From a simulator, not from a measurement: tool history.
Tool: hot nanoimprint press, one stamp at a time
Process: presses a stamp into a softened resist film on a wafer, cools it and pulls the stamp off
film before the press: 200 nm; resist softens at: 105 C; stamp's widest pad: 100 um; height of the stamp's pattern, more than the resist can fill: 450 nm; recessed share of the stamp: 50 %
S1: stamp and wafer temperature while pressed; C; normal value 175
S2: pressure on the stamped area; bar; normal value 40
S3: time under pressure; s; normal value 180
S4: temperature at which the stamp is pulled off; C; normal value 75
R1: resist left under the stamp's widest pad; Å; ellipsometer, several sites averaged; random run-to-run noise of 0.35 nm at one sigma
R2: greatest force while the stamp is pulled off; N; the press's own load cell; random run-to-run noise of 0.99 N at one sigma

{"run": 1, "hour": 0.0, "S1": 175, "S2": 40, "S3": 180, "S4": 75, "R1": 712, "R2": 233.5}
{"run": 2, "hour": 27.8, "S1": 175, "S2": 40, "S3": 180, "S4": 75, "R1": 706, "R2": 233.8}
{"run": 3, "hour": 51.1, "S1": 175, "S2": 40, "S3": 180, "S4": 75, "R1": 717, "R2": 233.8}
{"run": 4, "hour": 76.9, "S1": 175, "S2": 40, "S3": 180, "S4": 75, "R1": 712, "R2": 234.9}
{"run": 5, "hour": 103.8, "S1": 175, "S2": 40, "S3": 180, "S4": 75, "R1": 714, "R2": 234.5}
{"hour": 120.7, "done": "stamp cleaned and given a new release coat"}
{"run": 6, "hour": 137.0, "S1": 175, "S2": 40, "S3": 180, "S4": 75, "R1": 712, "R2": 232.9}
{"run": 7, "hour": 166.5, "S1": 175, "S2": 42, "S3": 180, "S4": 75, "R1": 687, "R2": 233.6}
{"run": 8, "hour": 193.3, "S1": 175, "S2": 40, "S3": 194, "S4": 75, "R1": 683, "R2": 235.2}
{"run": 9, "hour": 213.8, "S1": 169, "S2": 40, "S3": 194, "S4": 75, "R1": 945, "R2": 233.8}
{"run": 10, "hour": 235.6, "S1": 169, "S2": 40, "S3": 194, "S4": 75, "R1": 941, "R2": 234.6}
{"run": 11, "hour": 249.6, "S1": 169, "S2": 40, "S3": 194, "S4": 75, "R1": 946, "R2": 234.8}
{"run": 12, "hour": 269.2, "S1": 175, "S2": 40, "S3": 180, "S4": 75, "R1": 707, "R2": 233.8}
{"hour": 285.0, "done": "plate thermocouple calibrated"}
{"run": 13, "hour": 297.8, "S1": 175, "S2": 40, "S3": 180, "S4": 75, "R1": 702, "R2": 232.6}
{"run": 14, "hour": 317.4, "S1": 175, "S2": 40, "S3": 180, "S4": 75, "R1": 705, "R2": 232.9}
{"run": 15, "hour": 347.6, "S1": 175, "S2": 40, "S3": 180, "S4": 75, "R1": 703, "R2": 234.6}
{"run": 16, "hour": 368.8, "S1": 175, "S2": 40, "S3": 180, "S4": 75, "R1": 704, "R2": 235.1}
{"run": 17, "hour": 397.7, "S1": 175, "S2": 40, "S3": 115, "S4": 75, "R1": 843, "R2": 234.3}
{"run": 18, "hour": 418.4, "S1": 175, "S2": 40, "S3": 107, "S4": 75, "R1": 856, "R2": 233.1}
{"hour": 429.2, "done": "stamp cleaned and given a new release coat"}
{"run": 19, "hour": 438.8, "S1": 181, "S2": 40, "S3": 180, "S4": 75, "R1": 513, "R2": 232.4}
{"run": 20, "hour": 464.2, "S1": 175, "S2": 40, "S3": 180, "S4": 61, "R1": 701, "R2": 270.3}
{"run": 21, "hour": 477.9, "S1": 169, "S2": 40, "S3": 180, "S4": 75, "R1": 967, "R2": 234.1}
{"hour": 495.3, "done": "press's hydraulic seals changed and the load cell set to zero"}
{"run": 22, "hour": 508.8, "S1": 179, "S2": 63, "S3": 180, "S4": 75, "R1": 452, "R2": 233.9}
{"run": 23, "hour": 530.5, "S1": 179, "S2": 63, "S3": 180, "S4": 67, "R1": 455, "R2": 255.4}
{"run": 24, "hour": 545.5, "S1": 179, "S2": 63, "S3": 180, "S4": 67, "R1": 451, "R2": 251.7}
{"run": 25, "hour": 568.8, "S1": 171, "S2": 40, "S3": 180, "S4": 75, "R1": 859, "R2": 232.1}
{"run": 26, "hour": 590.0, "S1": 171, "S2": 40, "S3": 180, "S4": 75, "R1": 856, "R2": 233.7}
{"run": 27, "hour": 610.5, "S1": 187, "S2": 24.4, "S3": 134, "S4": 64, "R1": 559, "R2": 264.3}
{"run": 28, "hour": 625.6, "S1": 187, "S2": 24.4, "S3": 119, "S4": 64, "R1": 582, "R2": 263.9}
{"run": 29, "hour": 641.2, "S1": 187, "S2": 46.2, "S3": 119, "S4": 64, "R1": 427, "R2": 265.2}

A few steps of R1 between consecutive runs. Split each: what settings, incoming material and random variation would produce without the hidden state, and what is left over for the hidden state, along with gauge scatter present in only one of the two compared results (measured, and without hidden state):
The tool's hidden condition here consists of: true temperature over the reading, C; pressure that arrives at the usual setting, %; grip of the stamp's worn release coat, % over a new coat's; drift of the gauge itself on residual_nm, %; drift of the gauge itself on pull_off_n, %.
Run 21 -> 22: S1 169 -> 179, S2 40 -> 63, press's hydraulic seals changed and the load cell set to zero. R1 -515 Å: hidden state +6, all else -521.
Run 24 -> 25: S1 179 -> 171, S2 63 -> 40, S4 67 -> 75. R1 +408 Å: hidden state -6, all else +414.
